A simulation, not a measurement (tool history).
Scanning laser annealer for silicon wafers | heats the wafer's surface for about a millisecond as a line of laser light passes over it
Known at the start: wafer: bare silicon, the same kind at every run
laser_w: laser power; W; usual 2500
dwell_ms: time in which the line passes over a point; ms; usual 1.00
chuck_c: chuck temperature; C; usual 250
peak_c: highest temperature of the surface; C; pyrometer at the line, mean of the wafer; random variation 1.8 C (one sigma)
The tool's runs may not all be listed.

run	day	laser_w	dwell_ms	chuck_c	peak_c
1	0.000	2500	1.00	250	943
2	2.038	2500	1.00	276	963
3	5.283	2500	1.00	276	965
4	8.475	2500	1.00	276	962
5	11.729	2500	1.00	276	962
# day 13.025: window over the wafer cleaned
6	13.475	2624	1.00	250	992
7	15.962	2624	0.93	250	957
8	18.467	2500	1.00	250	950
9	20.417	2500	1.00	250	948
10	22.412	2500	0.73	250	827
11	24.162	2500	0.84	284	912
12	27.088	2400	0.71	233	776
13	29.992	2500	1.21	252	1024
14	31.483	2347	0.79	239	803
15	32.900	2347	1.20	269	988
16	36.158	2500	1.00	272	956
17	38.762	2331	1.00	285	922
18	41.175	2500	0.79	250	844

5 ways to go on from here, each from the tool as it stands after run 18. What would each give?
A	43.500	2655	1.00	278	?
B	43.500	2500	0.79	273	?
C	43.500	2500	1.04	250	?
D	43.500	2190	0.79	246	?
E	43.500	2481	0.85	250	?

run	peak_c
A	1004
B	866
C	943
D	764
E	859
Without the tool's hidden state the same runs would have given:
run	peak_c
A	1038
B	894
C	976
D	788
E	888
